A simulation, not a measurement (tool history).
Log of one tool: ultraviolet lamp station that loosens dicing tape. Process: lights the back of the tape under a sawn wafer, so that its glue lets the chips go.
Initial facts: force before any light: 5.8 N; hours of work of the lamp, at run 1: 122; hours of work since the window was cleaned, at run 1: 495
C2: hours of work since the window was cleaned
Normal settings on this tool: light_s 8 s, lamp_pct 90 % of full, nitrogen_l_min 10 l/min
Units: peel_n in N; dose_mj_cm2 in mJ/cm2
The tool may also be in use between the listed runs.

Run 1, hour 0: usual settings; hours of work of the lamp 122; C2 495. Result: peel_n 0.679 N, dose_mj_cm2 229 mJ/cm2.
Run 2, hour 8.3: usual settings; hours of work of the lamp 126; C2 499. Result: peel_n 0.692 N, dose_mj_cm2 233 mJ/cm2.
Run 3, hour 13.4: usual settings; hours of work of the lamp 129; C2 502. Result: peel_n 0.687 N, dose_mj_cm2 232 mJ/cm2.
Run 4, hour 18.5: usual settings but lamp_pct 87 % of full; hours of work of the lamp 131; C2 504. Result: peel_n 0.73 N, dose_mj_cm2 224 mJ/cm2.
Run 5, hour 22.9: usual settings but lamp_pct 87 % of full; hours of work of the lamp 133; C2 506. Result: peel_n 0.733 N, dose_mj_cm2 225 mJ/cm2.
Run 6, hour 27.6: usual settings but lamp_pct 87 % of full; hours of work of the lamp 136; C2 509. Result: peel_n 0.727 N, dose_mj_cm2 225 mJ/cm2.
Run 7, hour 34.3: usual settings but lamp_pct 87 % of full; hours of work of the lamp 139; C2 512. Result: peel_n 0.715 N, dose_mj_cm2 223 mJ/cm2.
Run 8, hour 40.1: usual settings but lamp_pct 87 % of full; hours of work of the lamp 142; C2 515. Result: peel_n 0.721 N, dose_mj_cm2 224 mJ/cm2.
Run 9, hour 47.9: usual settings but light_s 10 s; hours of work of the lamp 146; C2 519. Result: peel_n 0.439 N, dose_mj_cm2 289 mJ/cm2.
Run 10, hour 54.2: usual settings but light_s 7 s; hours of work of the lamp 149; C2 522. Result: peel_n 0.889 N, dose_mj_cm2 204 mJ/cm2.
Run 11, hour 60.4: usual settings but nitrogen_l_min 8 l/min; hours of work of the lamp 152; C2 525. Result: peel_n 0.775 N, dose_mj_cm2 230 mJ/cm2.
Run 12, hour 69.6: usual settings but nitrogen_l_min 8 l/min; hours of work of the lamp 157; C2 530. Result: peel_n 0.804 N, dose_mj_cm2 230 mJ/cm2.
Run 13, hour 73.9: usual settings but nitrogen_l_min 8 l/min; hours of work of the lamp 159; C2 532. Result: peel_n 0.787 N, dose_mj_cm2 228 mJ/cm2.
Run 14, hour 80.7: usual settings but nitrogen_l_min 8 l/min; hours of work of the lamp 163; C2 536. Result: peel_n 0.774 N, dose_mj_cm2 232 mJ/cm2.
Run 15, hour 87.5: usual settings but light_s 14 s; hours of work of the lamp 166; C2 539. Result: peel_n 0.23 N, dose_mj_cm2 403 mJ/cm2.
Run 16, hour 96.6: usual settings but light_s 14 s; hours of work of the lamp 171; C2 544. Result: peel_n 0.224 N, dose_mj_cm2 400 mJ/cm2.
Run 17, hour 107: usual settings but nitrogen_l_min 3 l/min; hours of work of the lamp 176; C2 549. Result: peel_n 1.385 N, dose_mj_cm2 230 mJ/cm2.
Run 18, hour 117.3: usual settings but nitrogen_l_min 8 l/min; hours of work of the lamp 181; C2 555. Result: peel_n 0.797 N, dose_mj_cm2 227 mJ/cm2.
Run 19, hour 125.8: usual settings but light_s 9 s, nitrogen_l_min 14 l/min; hours of work of the lamp 186; C2 559. Result: peel_n 0.476 N, dose_mj_cm2 253 mJ/cm2.
Run 20, hour 135.2: usual settings but light_s 6 s, nitrogen_l_min 14 l/min; hours of work of the lamp 191; C2 564. Result: peel_n 1.013 N, dose_mj_cm2 170 mJ/cm2.
Run 21, hour 145: usual settings but light_s 6 s, nitrogen_l_min 14 l/min; hours of work of the lamp 196; C2 569. Result: peel_n 0.974 N, dose_mj_cm2 169 mJ/cm2.
Run 22, hour 150.2: usual settings but lamp_pct 92 % of full; hours of work of the lamp 198; C2 571. Result: peel_n 0.688 N, dose_mj_cm2 233 mJ/cm2.
Run 23, hour 159.4: usual settings but lamp_pct 92 % of full, nitrogen_l_min 3 l/min; hours of work of the lamp 203; C2 576. Result: peel_n 1.33 N, dose_mj_cm2 231 mJ/cm2.
Run 24, hour 167.1: usual settings but lamp_pct 92 % of full, nitrogen_l_min 3 l/min; hours of work of the lamp 207; C2 580. Result: peel_n 1.314 N, dose_mj_cm2 231 mJ/cm2.
Run 25, hour 177.5: usual settings but lamp_pct 92 % of full, nitrogen_l_min 3 l/min; hours of work of the lamp 212; C2 585. Result: peel_n 1.33 N, dose_mj_cm2 231 mJ/cm2.
Run 26, hour 186.1: usual settings but lamp_pct 92 % of full, nitrogen_l_min 3 l/min; hours of work of the lamp 217; C2 590. Result: peel_n 1.338 N, dose_mj_cm2 231 mJ/cm2.
At hour 193.2: window cleaned of glue's vapour.
Run 27, hour 193.2: usual settings but light_s 5 s, lamp_pct 92 % of full, nitrogen_l_min 3 l/min; hours of work of the lamp 220; C2 0. Result: peel_n 2.13 N, dose_mj_cm2 154 mJ/cm2.

The logged runs with the hidden state left out (each run's random variation unchanged):
Hidden state at play: lamp's light, % of a new lamp's; light that the window lets through, % of a clean one's; drift of the gauge itself on peel_n, %; drift of the gauge itself on dose_mj_cm2, %.
run  peel_n  dose_mj_cm2
  1   0.557          254
  2   0.566          259
  3   0.561          258
  4   0.595          249
  5   0.596          251
  6   0.592          250
  7    0.58          249
  8   0.583          250
  9   0.347          323
 10   0.726          229
 11   0.624          258
 12   0.647          259
 13   0.629          257
 14   0.618          261
 15    0.19          455
 16   0.184          452
 17   1.151          261
 18   0.629          258
 19   0.365          289
 20    0.81          194
 21   0.776          193
 22    0.53          267
 23   1.086          265
 24   1.069          265
 25   1.078          266
 26   1.081          266
 27   1.986          165
